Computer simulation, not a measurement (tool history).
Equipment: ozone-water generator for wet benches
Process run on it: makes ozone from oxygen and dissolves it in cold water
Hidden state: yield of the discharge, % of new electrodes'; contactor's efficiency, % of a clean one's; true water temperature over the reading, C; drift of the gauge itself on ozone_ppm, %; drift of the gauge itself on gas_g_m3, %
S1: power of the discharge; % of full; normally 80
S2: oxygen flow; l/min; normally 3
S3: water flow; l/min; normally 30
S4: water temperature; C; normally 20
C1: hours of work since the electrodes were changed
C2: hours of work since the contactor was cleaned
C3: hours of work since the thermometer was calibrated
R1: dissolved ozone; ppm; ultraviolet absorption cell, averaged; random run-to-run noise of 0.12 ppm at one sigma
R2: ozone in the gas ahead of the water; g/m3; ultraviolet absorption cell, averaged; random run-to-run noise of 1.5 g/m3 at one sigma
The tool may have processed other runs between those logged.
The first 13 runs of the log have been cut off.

run,hour,S1,S2,S3,S4,C1,C2,C3,R1,R2
14,728.4,80,3,40,20,1212,1158,61,8.1,268.2
15,795.6,80,3,30,13,1256,1202,105,11.7,267.2
16,874.2,80,3,30,13,1308,1254,157,11.5,266.5
17,953.9,80,3,30,13,1360,1306,209,11.5,267.6
18,1011.6,59,3,27,20,1397,1343,246,10,218.4
19,1090.5,59,3,27,20,1449,1395,298,10.1,216.2
20,1166.5,59,3,27,20,1499,1444,347,10.1,216.4
21,1220.1,80,1.85,35,24,1533,1479,382,7.2,314.4
22,1279,42,1.55,30,21,1572,1518,421,5.2,214.2
23,1332.4,66,1.55,40,21,1607,1553,456,5.2,291.8
24,1384.4,80,3,23,20,1641,1587,490,14.1,266
25,1466.3,61,2.93,44,21,1694,1640,543,6,223.6
26,1542.8,61,2.93,44,21,1744,1690,593,6,222.3
27,1605.2,61,2.93,44,21,1785,1731,634,6,222.9
28,1662.2,61,4.81,22,27,1822,1768,671,12.9,188

The next listed run, before its measurement:
29,1725.3,48,1.54,21,20,1863,1809,712,?,?

{"run 29": {"R1": 8.4, "R2": 235.3}}
The same run, on a tool lacking any hidden state, would have yielded R1 8.7 ppm, R2 241.1 g/m3.
